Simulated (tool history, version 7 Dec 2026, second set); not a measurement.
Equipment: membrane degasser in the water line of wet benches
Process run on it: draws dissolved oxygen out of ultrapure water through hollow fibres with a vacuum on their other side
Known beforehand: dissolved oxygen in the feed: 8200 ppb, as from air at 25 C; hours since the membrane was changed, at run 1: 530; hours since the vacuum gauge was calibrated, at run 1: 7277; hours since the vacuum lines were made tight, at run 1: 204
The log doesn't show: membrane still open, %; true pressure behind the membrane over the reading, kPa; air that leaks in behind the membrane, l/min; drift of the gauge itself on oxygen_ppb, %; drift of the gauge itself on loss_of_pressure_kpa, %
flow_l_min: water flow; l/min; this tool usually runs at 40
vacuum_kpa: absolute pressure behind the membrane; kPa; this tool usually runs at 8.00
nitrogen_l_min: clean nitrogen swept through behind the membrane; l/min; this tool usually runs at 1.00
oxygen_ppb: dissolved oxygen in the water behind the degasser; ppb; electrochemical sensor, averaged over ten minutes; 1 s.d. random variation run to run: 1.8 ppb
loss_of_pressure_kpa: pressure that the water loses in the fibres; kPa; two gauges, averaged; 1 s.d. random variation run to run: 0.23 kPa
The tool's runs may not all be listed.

run,hour,flow_l_min,vacuum_kpa,nitrogen_l_min,hours since the membrane was changed,hours since the vacuum gauge was calibrated,hours since the vacuum lines were made tight,oxygen_ppb,loss_of_pressure_kpa
1,0.0,40,8.00,1.00,530,7277,204,388.7,57.28
2,35.9,40,8.00,1.00,566,7313,240,388.1,57.00
3,60.6,40,8.00,1.00,591,7338,265,389.4,57.36
4,102.9,40,8.00,1.00,633,7380,307,384.9,57.06
5,126.7,40,8.00,1.00,657,7404,331,388.6,57.16
6,180.3,40,8.00,1.00,711,7458,385,389.6,57.31
7,230.6,57,8.00,1.00,761,7508,435,524.5,82.03
8,261.9,40,8.00,0.70,792,7539,466,502.9,57.23
9,306.5,40,8.00,0.70,837,7584,511,508.9,57.30
10,353.5,40,8.00,0.96,884,7631,558,397.2,57.62
11,388.6,40,8.00,0.96,919,7666,593,403.3,56.93
12,442.0,40,8.00,0.96,972,7719,646,398.1,57.32
13,465.4,40,8.00,0.60,996,7743,670,561.3,57.63
14,522.2,40,8.00,0.60,1053,7800,727,567.1,57.27
15,569.4,40,8.00,0.60,1100,7847,774,567.1,57.15
16,593.7,40,8.00,0.60,1124,7871,798,563.2,57.18
17,641.0,40,8.00,0.60,1171,7918,845,563.6,57.55
18,694.1,35,5.16,0.60,1224,7972,898,229.1,50.09
19,733.6,27,5.16,1.58,1264,8011,938,84.0,38.88
# hour 737.1: vacuum gauge calibrated
20,783.8,31,5.16,2.96,1314,47,988,55.4,44.49
21,817.1,31,5.16,2.96,1347,80,1021,54.6,44.20
22,861.2,32,5.16,2.35,1391,124,1065,70.4,46.04
23,913.6,33,8.00,1.00,1443,176,1117,335.2,47.29
24,967.5,40,7.93,0.53,1497,230,1171,616.2,57.15
25,994.7,29,8.74,2.52,1525,258,1199,154.0,41.67
26,1030.1,27,5.27,1.51,1560,293,1234,93.5,39.18
# hour 1033.6: vacuum gauge calibrated, once more
27,1078.3,26,14.31,1.51,1608,45,1282,418.8,37.66
28,1110.4,47,19.16,1.40,1640,77,1314,1001.0,67.48
29,1138.2,37,11.17,1.31,1667,105,1341,461.2,53.41

For run 30, what comes out?
30,1165.4,40,8.00,1.18,1695,132,1369,?,?

Run 30 yielded oxygen_ppb 331.5 ppb, loss_of_pressure_kpa 57.77 kPa.
With the hidden condition absent and the run-to-run variation left alone, this run would have shown oxygen_ppb 329.2 ppb, loss_of_pressure_kpa 57.16 kPa.

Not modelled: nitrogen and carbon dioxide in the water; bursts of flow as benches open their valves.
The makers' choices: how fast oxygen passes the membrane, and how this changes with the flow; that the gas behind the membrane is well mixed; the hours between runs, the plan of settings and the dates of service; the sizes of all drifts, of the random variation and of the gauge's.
